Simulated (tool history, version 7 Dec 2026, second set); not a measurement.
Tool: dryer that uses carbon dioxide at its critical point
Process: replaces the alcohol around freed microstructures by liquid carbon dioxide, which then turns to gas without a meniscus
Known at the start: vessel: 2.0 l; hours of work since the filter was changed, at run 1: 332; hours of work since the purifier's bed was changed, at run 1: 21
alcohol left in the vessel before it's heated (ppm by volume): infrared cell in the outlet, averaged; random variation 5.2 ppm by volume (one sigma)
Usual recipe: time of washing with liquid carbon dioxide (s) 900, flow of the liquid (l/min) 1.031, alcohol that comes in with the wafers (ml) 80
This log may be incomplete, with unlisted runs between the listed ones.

run	hour	time of washing with liquid carbon dioxide (s)	flow of the liquid (l/min)	alcohol that comes in with the wafers (ml)	hours of work since the filter was changed	hours of work since the purifier's bed was changed	alcohol left in the vessel before it's heated (ppm by volume)
1	0	900	1.031	80	332	21	216
2	21	900	1.031	80	344	34	229
3	50.2	900	1.031	80	362	51	230
4	69.3	900	1.031	80	373	63	248
5	87.3	900	1.031	54	384	73	178
6	101.6	900	1.1	80	392	82	194
7	126.3	900	1.1	80	407	96	201
8	148.3	900	1.1	80	420	109	216
# hour 172.4: inlet filter changed
9	174.2	1440	0.7	27	1	124	52
10	192.1	720	0.85	23	12	135	237
11	206.8	900	1.031	47	20	144	79
12	239.2	900	0.81	29	40	163	161
13	253.6	540	1.031	35	48	171	505
14	267.1	1140	0.82	40	56	179	79
15	298.4	1140	0.82	25	75	198	72
16	330.7	540	0.97	79	94	217	1416

Forecast each of these 3 alternatives for the next run:
A	347.5	660	1.48	80	104	227	?
B	347.5	1320	1.36	79	104	227	?
C	347.5	900	0.8	80	104	227	?

run	alcohol left in the vessel before it's heated (ppm by volume)
A	127
B	47
C	470
The same runs, with their run-to-run variation unchanged, on a tool lacking any hidden condition would have given:
run	alcohol left in the vessel before it's heated (ppm by volume)
A	66
B	3
C	353
